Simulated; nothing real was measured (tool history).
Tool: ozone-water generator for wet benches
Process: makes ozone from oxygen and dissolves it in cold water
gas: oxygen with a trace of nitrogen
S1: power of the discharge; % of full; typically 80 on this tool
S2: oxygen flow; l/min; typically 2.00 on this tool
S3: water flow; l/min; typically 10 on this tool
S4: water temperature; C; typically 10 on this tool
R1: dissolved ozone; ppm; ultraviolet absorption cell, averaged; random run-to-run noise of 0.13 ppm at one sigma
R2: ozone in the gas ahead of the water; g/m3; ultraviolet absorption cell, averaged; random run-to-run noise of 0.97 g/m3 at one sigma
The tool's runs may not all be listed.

| run | hour | S1 | S2 | S3 | S4 | R1 | R2 |
|---|---|---|---|---|---|---|---|
| 1 | 0.0 | 80 | 2.00 | 10 | 10 | 12.0 | 159.6 |
| 2 | 53.3 | 80 | 2.00 | 10 | 10 | 11.7 | 161.5 |
| 3 | 99.7 | 80 | 3.01 | 10 | 10 | 13.3 | 138.6 |
|  | 105.9 | water thermometer calibrated |
| 4 | 148.7 | 80 | 2.22 | 10 | 10 | 12.2 | 153.8 |
| 5 | 210.8 | 80 | 2.00 | 10 | 10 | 11.8 | 159.9 |
| 6 | 257.6 | 80 | 2.00 | 10 | 10 | 12.0 | 159.3 |
| 7 | 298.0 | 80 | 2.00 | 9 | 10 | 13.2 | 160.5 |
| 8 | 350.0 | 80 | 2.00 | 9 | 10 | 13.2 | 159.8 |
| 9 | 391.2 | 80 | 2.00 | 9 | 10 | 13.3 | 160.2 |
| 10 | 455.1 | 80 | 2.00 | 9 | 10 | 13.1 | 158.0 |
| 11 | 492.7 | 67 | 2.00 | 9 | 10 | 11.3 | 136.9 |
| 12 | 550.3 | 67 | 2.36 | 12 | 10 | 8.7 | 128.0 |
| 13 | 579.5 | 67 | 2.36 | 12 | 10 | 8.7 | 128.1 |

Each row is a separate what-if for the run after 13, all from the same tool condition, not one after another. Results?
| A | 609.4 | 57 | 2.00 | 7 | 10 | ? | ? |
| B | 609.4 | 80 | 2.60 | 9 | 10 | ? | ? |
| C | 609.4 | 40 | 2.00 | 10 | 10 | ? | ? |
| D | 609.4 | 67 | 3.24 | 11 | 6 | ? | ? |
| E | 609.4 | 75 | 2.00 | 10 | 13 | ? | ? |

| run | R1 | R2 |
|---|---|---|
| A | 12.3 | 118.5 |
| B | 14.0 | 144.4 |
| C | 6.4 | 87.6 |
| D | 10.8 | 113.9 |
| E | 10.7 | 151.5 |
With the hidden condition removed and each run's random variation left untouched, the same runs would have given:
| run | R1 | R2 |
|---|---|---|
| A | 13.5 | 122.2 |
| B | 15.7 | 150.6 |
| C | 7.0 | 89.3 |
| D | 12.1 | 118.1 |
| E | 12.0 | 157.6 |
